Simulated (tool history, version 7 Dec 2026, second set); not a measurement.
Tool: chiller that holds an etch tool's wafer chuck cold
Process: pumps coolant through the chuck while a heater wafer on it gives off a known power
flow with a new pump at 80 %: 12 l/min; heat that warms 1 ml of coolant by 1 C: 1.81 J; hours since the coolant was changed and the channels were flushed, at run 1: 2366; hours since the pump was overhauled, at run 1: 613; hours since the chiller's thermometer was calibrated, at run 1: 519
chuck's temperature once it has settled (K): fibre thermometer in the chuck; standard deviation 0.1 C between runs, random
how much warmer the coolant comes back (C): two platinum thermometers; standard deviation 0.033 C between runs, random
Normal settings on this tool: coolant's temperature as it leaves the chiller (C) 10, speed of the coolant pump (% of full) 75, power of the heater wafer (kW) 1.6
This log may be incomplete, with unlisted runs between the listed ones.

run	day	coolant's temperature as it leaves the chiller (C)	speed of the coolant pump (% of full)	power of the heater wafer (kW)	hours since the coolant was changed and the channels were flushed	hours since the pump was overhauled	hours since the chiller's thermometer was calibrated	chuck's temperature once it has settled (K)	how much warmer the coolant comes back (C)
1	0	10	75	1.6	2366	613	519	295.35	4.75
2	1.367	10	75	1.6	2398	646	552	295.45	4.74
3	2.358	10	75	1.6	2422	669	576	295.55	4.78
4	4.496	10	75	1.6	2473	721	627	295.45	4.81
5	5.771	10	75	2.15	2504	751	658	299.85	6.44
6	6.867	10	75	2.15	2530	777	684	299.85	6.38
7	7.946	10	75	2.15	2556	803	710	299.75	6.41
8	9.483	10	75	1.6	2593	840	747	295.65	4.75
9	11.212	10	75	1.094	2635	882	789	291.65	3.24
10	12.975	10	75	1.094	2677	924	831	291.55	3.26
11	14.071	10	75	1.094	2703	950	857	291.45	3.27
12	15.158	10	75	1.094	2729	976	883	291.55	3.27
13	16.196	10	75	1.094	2754	1001	908	291.55	3.25
14	17.746	10	75	1.6	2791	1039	945	295.55	4.74
15	19.346	10	75	1.6	2830	1077	984	295.45	4.76

Expected results for the next run?
16	20.667	4	75	1.898	2862	1109	1015	?	?

{"run 16": {"chuck's temperature once it has settled (K)": 291.75, "how much warmer the coolant comes back (C)": 5.62}}
Take away the tool's hidden state, keep the run-to-run variation as it was, and the same run would have given chuck's temperature once it has settled (K) 291.75, how much warmer the coolant comes back (C) 5.62.
